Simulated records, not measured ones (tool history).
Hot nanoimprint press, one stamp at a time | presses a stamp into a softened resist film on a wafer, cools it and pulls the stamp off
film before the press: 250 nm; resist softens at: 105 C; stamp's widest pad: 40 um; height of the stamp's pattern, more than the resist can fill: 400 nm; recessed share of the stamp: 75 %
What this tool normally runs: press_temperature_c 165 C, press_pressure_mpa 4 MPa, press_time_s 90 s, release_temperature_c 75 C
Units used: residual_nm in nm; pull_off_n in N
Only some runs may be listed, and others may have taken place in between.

run	hour	press_temperature_c	press_pressure_mpa	press_time_s	release_temperature_c	residual_nm	pull_off_n
1	0	165	4	90	75	125.9	169
# hour 15.5: press's hydraulic seals changed and the load cell set to zero
2	49.2	165	4	90	75	119.2	178
# hour 75.6: plate thermocouple calibrated
3	83.7	165	4	90	75	112.1	173
# hour 123.6: stamp cleaned and given a new release coat
4	138.6	165	4	90	75	112.6	132
5	187.2	165	4	90	75	114.7	136
6	226.4	165	4	90	80	114.9	137
7	261.4	165	4	90	80	114.1	144
8	320.2	165	4	90	80	117.4	146
9	351.6	165	4	90	80	117.4	156
10	407.7	165	4	90	80	117.3	165
11	439.4	165	4	90	80	117.2	165
# hour 483.9: stamp cleaned and given a new release coat
12	498.9	165	4	90	80	120.1	130
13	540	165	4	90	80	117.8	129
14	594.7	165	4	90	80	119.9	142
15	628.3	165	4	90	80	120.7	141
16	669.4	165	4	90	80	121.3	147
17	720	165	2.65	160	75	118.6	166
18	785.1	165	2.69	90	75	145.4	170
19	836.4	165	2.69	90	75	144.8	179
# hour 846.4: stamp cleaned and given a new release coat
# hour 863.8: plate thermocouple calibrated
20	896.3	165	2.69	131	81	121.5	130
21	931.1	165	4	90	66	115.8	153
22	974.7	154	4	76	66	171.9	155
23	1016.5	172	2.71	57	73	131.4	151
24	1046.2	171	4.2	90	75	93.5	151
25	1085.5	171	4.2	90	75	94.8	164
26	1147.9	173	2.48	90	75	113.1	172
27	1189.4	162	3.5	90	75	137.5	179
# hour 1208.7: stamp cleaned and given a new release coat
28	1249.4	156	5.77	90	75	139.8	139
29	1306.2	165	4.01	91	75	120	145

Branching from run 29: 4 alternative next runs. What would each branch give?
A	1358.4	165	2.48	91	69	?	?
B	1358.4	165	4	88	81	?	?
C	1358.4	165	4.01	91	66	?	?
D	1358.4	165	4.51	86	75	?	?

run	residual_nm	pull_off_n
A	147.4	159
B	122.8	143
C	121.3	165
D	117.7	155
With the hidden condition removed and each run's random variation left untouched, the same runs would have given:
run	residual_nm	pull_off_n
A	139.6	136
B	113.9	122
C	112.5	141
D	108.5	133

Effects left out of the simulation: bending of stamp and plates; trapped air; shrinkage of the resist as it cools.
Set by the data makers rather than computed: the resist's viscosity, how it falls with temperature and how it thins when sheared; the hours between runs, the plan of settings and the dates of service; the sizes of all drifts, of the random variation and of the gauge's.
